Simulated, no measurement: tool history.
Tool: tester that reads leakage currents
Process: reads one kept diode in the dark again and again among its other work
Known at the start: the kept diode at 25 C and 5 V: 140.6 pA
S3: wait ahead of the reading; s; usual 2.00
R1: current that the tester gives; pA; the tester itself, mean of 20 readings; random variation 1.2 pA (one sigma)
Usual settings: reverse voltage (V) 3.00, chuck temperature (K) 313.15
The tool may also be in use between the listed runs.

Run 1, day 0.000: usual settings. Result: R1 351.53 pA.
Run 2, day 2.888: usual settings. Result: R1 347.81 pA.
Run 3, day 8.088: usual settings. Result: R1 340.02 pA.
Run 4, day 14.571: usual settings. Result: R1 328.56 pA.
At day 15.050: chuck's temperature calibrated.
Run 5, day 20.596: usual settings. Result: R1 400.77 pA.
Run 6, day 26.221: usual settings. Result: R1 388.32 pA.
Run 7, day 31.267: usual settings but chuck temperature (K) 304.15. Result: R1 178.62 pA.
At day 31.750: probe card cleaned and baked.
Run 8, day 35.946: usual settings but chuck temperature (K) 304.15. Result: R1 174.78 pA.
Run 9, day 42.262: usual settings but chuck temperature (K) 304.15. Result: R1 169.82 pA.
Run 10, day 47.150: usual settings but chuck temperature (K) 304.15. Result: R1 166.61 pA.
Run 11, day 51.171: usual settings. Result: R1 346.51 pA.
Run 12, day 55.438: usual settings. Result: R1 342.29 pA.
Run 13, day 58.192: usual settings. Result: R1 338.34 pA.
At day 59.058: chuck's temperature calibrated.
At day 62.546: probe card cleaned and baked, once more.
Run 14, day 62.629: usual settings but reverse voltage (V) 14.95, S3 7.14 s. Result: R1 810.72 pA.
Run 15, day 65.567: usual settings but reverse voltage (V) 3.47, chuck temperature (K) 323.15, S3 1.85 s. Result: R1 925.70 pA.
Run 16, day 69.446: usual settings but reverse voltage (V) 3.47, chuck temperature (K) 323.15, S3 1.85 s. Result: R1 906.31 pA.
Run 17, day 74.488: usual settings but reverse voltage (V) 1.91. Result: R1 307.05 pA.
Run 18, day 80.908: usual settings but reverse voltage (V) 1.04, chuck temperature (K) 319.15, S3 2.73 s. Result: R1 371.12 pA.
Run 19, day 84.229: usual settings but reverse voltage (V) 1.52, chuck temperature (K) 319.15, S3 2.73 s. Result: R1 432.07 pA.
Run 20, day 87.212: usual settings but chuck temperature (K) 329.15, S3 1.50 s. Result: R1 1246.82 pA.
Run 21, day 92.604: usual settings but chuck temperature (K) 329.15, S3 1.50 s. Result: R1 1218.98 pA.
Run 22, day 98.654: usual settings but chuck temperature (K) 329.15, S3 1.50 s. Result: R1 1193.40 pA.

Forecast run 23:
At day 102.979: chuck's temperature calibrated.
Run 23, day 102.979: usual settings but reverse voltage (V) 1.73, chuck temperature (K) 320.15, S3 9.92 s. Result: R1 ?.

Run 23 gave R1 568.19 pA.
Without the tool's hidden state the same run would have given R1 561.23 pA.
